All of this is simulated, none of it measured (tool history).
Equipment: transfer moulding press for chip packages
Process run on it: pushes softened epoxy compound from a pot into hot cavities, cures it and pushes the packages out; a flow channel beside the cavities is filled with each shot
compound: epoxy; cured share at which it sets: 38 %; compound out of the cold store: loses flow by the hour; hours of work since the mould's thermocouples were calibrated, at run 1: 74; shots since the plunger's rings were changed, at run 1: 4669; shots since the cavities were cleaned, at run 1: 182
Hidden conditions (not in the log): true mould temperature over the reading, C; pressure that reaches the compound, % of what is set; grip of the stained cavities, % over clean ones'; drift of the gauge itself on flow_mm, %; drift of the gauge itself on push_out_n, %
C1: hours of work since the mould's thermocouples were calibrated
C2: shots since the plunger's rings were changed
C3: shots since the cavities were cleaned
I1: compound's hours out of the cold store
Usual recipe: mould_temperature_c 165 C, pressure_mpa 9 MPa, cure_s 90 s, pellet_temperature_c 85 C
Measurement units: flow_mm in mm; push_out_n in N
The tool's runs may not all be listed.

run 1 hour=0 | mould_temperature_c=165 pressure_mpa=9 cure_s=90 pellet_temperature_c=85 | C1=74 C2=4669 C3=182 | I1=42.7 | flow_mm=775 push_out_n=518
run 2 hour=7.5 | mould_temperature_c=165 pressure_mpa=9 cure_s=90 pellet_temperature_c=85 | C1=80 C2=4782 C3=295 | I1=44 | flow_mm=767 push_out_n=566
run 3 hour=18.6 | mould_temperature_c=165 pressure_mpa=7.56 cure_s=90 pellet_temperature_c=85 | C1=88 C2=4950 C3=463 | I1=21.2 | flow_mm=756 push_out_n=648
-- hour=23.6 plunger's sealing rings changed
-- hour=25.1 cavities cleaned with cleaning compound and waxed
run 4 hour=31.9 | mould_temperature_c=164 pressure_mpa=9 cure_s=90 pellet_temperature_c=85 | C1=96 C2=104 C3=104 | I1=26 | flow_mm=873 push_out_n=490
run 5 hour=42.3 | mould_temperature_c=164 pressure_mpa=9 cure_s=90 pellet_temperature_c=85 | C1=104 C2=261 C3=261 | I1=34.5 | flow_mm=844 push_out_n=602
run 6 hour=52.8 | mould_temperature_c=164 pressure_mpa=10.32 cure_s=90 pellet_temperature_c=85 | C1=112 C2=420 C3=420 | I1=24.3 | flow_mm=929 push_out_n=663
-- hour=59.9 cavities cleaned with cleaning compound and waxed
run 7 hour=63.4 | mould_temperature_c=165 pressure_mpa=9 cure_s=90 pellet_temperature_c=85 | C1=119 C2=556 C3=53 | I1=45.4 | flow_mm=809 push_out_n=382
run 8 hour=72.4 | mould_temperature_c=165 pressure_mpa=9 cure_s=106 pellet_temperature_c=85 | C1=126 C2=692 C3=189 | I1=40.7 | flow_mm=817 push_out_n=478
run 9 hour=78.5 | mould_temperature_c=165 pressure_mpa=9 cure_s=106 pellet_temperature_c=75 | C1=131 C2=785 C3=282 | I1=26.4 | flow_mm=861 push_out_n=537
run 10 hour=87 | mould_temperature_c=165 pressure_mpa=9 cure_s=106 pellet_temperature_c=75 | C1=138 C2=913 C3=410 | I1=23 | flow_mm=865 push_out_n=573
run 11 hour=91.8 | mould_temperature_c=165 pressure_mpa=9 cure_s=106 pellet_temperature_c=75 | C1=142 C2=985 C3=482 | I1=31.6 | flow_mm=841 push_out_n=602
-- hour=94.4 cavities cleaned with cleaning compound and waxed
run 12 hour=103.8 | mould_temperature_c=165 pressure_mpa=9 cure_s=106 pellet_temperature_c=75 | C1=150 C2=1144 C3=142 | I1=29.5 | flow_mm=847 push_out_n=464
run 13 hour=112.3 | mould_temperature_c=165 pressure_mpa=9 cure_s=72 pellet_temperature_c=75 | C1=157 C2=1273 C3=271 | I1=33.4 | flow_mm=829 push_out_n=764
run 14 hour=117.1 | mould_temperature_c=165 pressure_mpa=9 cure_s=90 pellet_temperature_c=77 | C1=160 C2=1344 C3=342 | I1=14.7 | flow_mm=880 push_out_n=623
run 15 hour=121.8 | mould_temperature_c=165 pressure_mpa=9 cure_s=127 pellet_temperature_c=77 | C1=164 C2=1416 C3=414 | I1=20.4 | flow_mm=868 push_out_n=574
-- hour=128.9 cavities cleaned with cleaning compound and waxed
run 16 hour=131.1 | mould_temperature_c=165 pressure_mpa=10.36 cure_s=75 pellet_temperature_c=77 | C1=170 C2=1534 C3=33 | I1=41 | flow_mm=866 push_out_n=479
run 17 hour=139.1 | mould_temperature_c=165 pressure_mpa=9.88 cure_s=125 pellet_temperature_c=77 | C1=177 C2=1654 C3=153 | I1=45.6 | flow_mm=833 push_out_n=429
run 18 hour=144.9 | mould_temperature_c=165 pressure_mpa=9.88 cure_s=125 pellet_temperature_c=77 | C1=181 C2=1742 C3=241 | I1=35.6 | flow_mm=863 push_out_n=494
run 19 hour=151.5 | mould_temperature_c=165 pressure_mpa=9.88 cure_s=125 pellet_temperature_c=77 | C1=186 C2=1841 C3=340 | I1=42.7 | flow_mm=841 push_out_n=547
run 20 hour=156.5 | mould_temperature_c=170 pressure_mpa=9 cure_s=90 pellet_temperature_c=85 | C1=190 C2=1918 C3=417 | I1=31.4 | flow_mm=809 push_out_n=562
run 21 hour=161.5 | mould_temperature_c=162 pressure_mpa=9.37 cure_s=90 pellet_temperature_c=80 | C1=194 C2=1992 C3=491 | I1=15.6 | flow_mm=911 push_out_n=759
-- hour=163.7 cavities cleaned with cleaning compound and waxed
run 22 hour=169.4 | mould_temperature_c=162 pressure_mpa=9.37 cure_s=90 pellet_temperature_c=80 | C1=199 C2=2090 C3=86 | I1=32.4 | flow_mm=859 push_out_n=496
run 23 hour=179.1 | mould_temperature_c=162 pressure_mpa=9.37 cure_s=90 pellet_temperature_c=80 | C1=207 C2=2237 C3=233 | I1=23.5 | flow_mm=884 push_out_n=631
run 24 hour=186.3 | mould_temperature_c=166 pressure_mpa=9.34 cure_s=98 pellet_temperature_c=91 | C1=212 C2=2346 C3=342 | I1=37.2 | flow_mm=819 push_out_n=557
run 25 hour=193.2 | mould_temperature_c=166 pressure_mpa=9.34 cure_s=98 pellet_temperature_c=91 | C1=218 C2=2449 C3=445 | I1=14.1 | flow_mm=883 push_out_n=604
-- hour=198.3 cavities cleaned with cleaning compound and waxed
run 26 hour=202.8 | mould_temperature_c=165 pressure_mpa=9.47 cure_s=90 pellet_temperature_c=93 | C1=224 C2=2572 C3=68 | I1=13 | flow_mm=891 push_out_n=412
run 27 hour=208.2 | mould_temperature_c=172 pressure_mpa=6.97 cure_s=71 pellet_temperature_c=89 | C1=228 C2=2653 C3=149 | I1=25.5 | flow_mm=708 push_out_n=484
run 28 hour=212.7 | mould_temperature_c=165 pressure_mpa=7.05 cure_s=102 pellet_temperature_c=80 | C1=232 C2=2721 C3=217 | I1=45.4 | flow_mm=698 push_out_n=490

Below are 4 alternative next runs, each starting from the tool's condition after run 28. Predict each:
run A hour=222.9 | mould_temperature_c=157 pressure_mpa=9 cure_s=90 pellet_temperature_c=85 | C1=240 C2=2875 C3=371 | I1=13.6 | flow_mm=? push_out_n=?
run B hour=222.9 | mould_temperature_c=166 pressure_mpa=8.77 cure_s=90 pellet_temperature_c=85 | C1=240 C2=2875 C3=371 | I1=38.8 | flow_mm=? push_out_n=?
run C hour=222.9 | mould_temperature_c=165 pressure_mpa=9 cure_s=126 pellet_temperature_c=85 | C1=240 C2=2875 C3=371 | I1=9.2 | flow_mm=? push_out_n=?
run D hour=222.9 | mould_temperature_c=165 pressure_mpa=7.05 cure_s=102 pellet_temperature_c=79 | C1=240 C2=2875 C3=371 | I1=10.7 | flow_mm=? push_out_n=?

run=A flow_mm=914 push_out_n=1083
run=B flow_mm=784 push_out_n=584
run=C flow_mm=880 push_out_n=544
run=D flow_mm=772 push_out_n=557
Without the tool's unlogged condition, the same runs would have read:
run=A flow_mm=954 push_out_n=638
run=B flow_mm=817 push_out_n=336
run=C flow_mm=918 push_out_n=309
run=D flow_mm=805 push_out_n=314
